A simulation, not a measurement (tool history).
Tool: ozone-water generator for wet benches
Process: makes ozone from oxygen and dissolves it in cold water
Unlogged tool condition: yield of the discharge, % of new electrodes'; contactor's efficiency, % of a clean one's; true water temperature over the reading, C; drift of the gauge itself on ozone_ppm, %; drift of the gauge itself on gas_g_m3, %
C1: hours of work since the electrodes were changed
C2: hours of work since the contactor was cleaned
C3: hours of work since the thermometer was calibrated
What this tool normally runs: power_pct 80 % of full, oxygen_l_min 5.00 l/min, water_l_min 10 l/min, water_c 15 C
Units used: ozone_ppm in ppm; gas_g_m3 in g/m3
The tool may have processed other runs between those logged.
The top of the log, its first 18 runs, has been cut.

run 19 hour=1399.1 | power_pct=80 oxygen_l_min=5.00 water_l_min=10 water_c=20 | C1=2163 C2=2060 C3=1699 | ozone_ppm=28.9 gas_g_m3=181.0
run 20 hour=1454.4 | power_pct=80 oxygen_l_min=5.00 water_l_min=10 water_c=20 | C1=2197 C2=2094 C3=1734 | ozone_ppm=28.8 gas_g_m3=180.2
run 21 hour=1499.4 | power_pct=80 oxygen_l_min=5.00 water_l_min=10 water_c=20 | C1=2225 C2=2122 C3=1761 | ozone_ppm=28.9 gas_g_m3=180.7
run 22 hour=1572.7 | power_pct=44 oxygen_l_min=8.87 water_l_min=8 water_c=9 | C1=2270 C2=2167 C3=1807 | ozone_ppm=23.1 gas_g_m3=85.6
run 23 hour=1651.7 | power_pct=44 oxygen_l_min=8.87 water_l_min=8 water_c=9 | C1=2319 C2=2216 C3=1855 | ozone_ppm=23.1 gas_g_m3=86.7
run 24 hour=1720.9 | power_pct=70 oxygen_l_min=5.00 water_l_min=6 water_c=20 | C1=2362 C2=2259 C3=1898 | ozone_ppm=32.4 gas_g_m3=163.1
run 25 hour=1809.3 | power_pct=70 oxygen_l_min=5.00 water_l_min=9 water_c=13 | C1=2416 C2=2313 C3=1953 | ozone_ppm=31.5 gas_g_m3=163.0
run 26 hour=1892.8 | power_pct=60 oxygen_l_min=5.00 water_l_min=10 water_c=15 | C1=2468 C2=2365 C3=2004 | ozone_ppm=25.4 gas_g_m3=146.5
run 27 hour=1954.2 | power_pct=60 oxygen_l_min=5.00 water_l_min=10 water_c=15 | C1=2506 C2=2403 C3=2042 | ozone_ppm=25.8 gas_g_m3=146.3
run 28 hour=2018.6 | power_pct=62 oxygen_l_min=3.33 water_l_min=12 water_c=13 | C1=2546 C2=2443 C3=2082 | ozone_ppm=24.7 gas_g_m3=183.0
run 29 hour=2100.3 | power_pct=62 oxygen_l_min=5.06 water_l_min=15 water_c=13 | C1=2596 C2=2493 C3=2132 | ozone_ppm=21.4 gas_g_m3=148.4
run 30 hour=2209.8 | power_pct=62 oxygen_l_min=5.06 water_l_min=15 water_c=13 | C1=2664 C2=2561 C3=2200 | ozone_ppm=20.9 gas_g_m3=148.9
run 31 hour=2260.2 | power_pct=89 oxygen_l_min=3.61 water_l_min=16 water_c=9 | C1=2695 C2=2592 C3=2231 | ozone_ppm=27.3 gas_g_m3=231.2
run 32 hour=2317.6 | power_pct=95 oxygen_l_min=4.19 water_l_min=10 water_c=8 | C1=2730 C2=2627 C3=2267 | ozone_ppm=40.5 gas_g_m3=226.6

Forecast each of these 5 alternatives for the next run:
run A hour=2417.5 | power_pct=85 oxygen_l_min=4.19 water_l_min=10 water_c=8 | C1=2792 C2=2689 C3=2328 | ozone_ppm=? gas_g_m3=?
run B hour=2417.5 | power_pct=95 oxygen_l_min=4.19 water_l_min=7 water_c=8 | C1=2792 C2=2689 C3=2328 | ozone_ppm=? gas_g_m3=?
run C hour=2417.5 | power_pct=58 oxygen_l_min=5.00 water_l_min=10 water_c=17 | C1=2792 C2=2689 C3=2328 | ozone_ppm=? gas_g_m3=?
run D hour=2417.5 | power_pct=90 oxygen_l_min=5.00 water_l_min=14 water_c=15 | C1=2792 C2=2689 C3=2328 | ozone_ppm=? gas_g_m3=?
run E hour=2417.5 | power_pct=80 oxygen_l_min=2.97 water_l_min=7 water_c=7 | C1=2792 C2=2689 C3=2328 | ozone_ppm=? gas_g_m3=?

run=A ozone_ppm=38.1 gas_g_m3=207.5
run=B ozone_ppm=50.7 gas_g_m3=224.4
run=C ozone_ppm=24.1 gas_g_m3=143.7
run=D ozone_ppm=28.2 gas_g_m3=197.6
run=E ozone_ppm=46.1 gas_g_m3=239.3
What these runs would have given with no unlogged condition in the tool:
run=A ozone_ppm=38.1 gas_g_m3=207.6
run=B ozone_ppm=50.7 gas_g_m3=224.5
run=C ozone_ppm=24.1 gas_g_m3=143.7
run=D ozone_ppm=28.2 gas_g_m3=197.7
run=E ozone_ppm=46.1 gas_g_m3=239.4
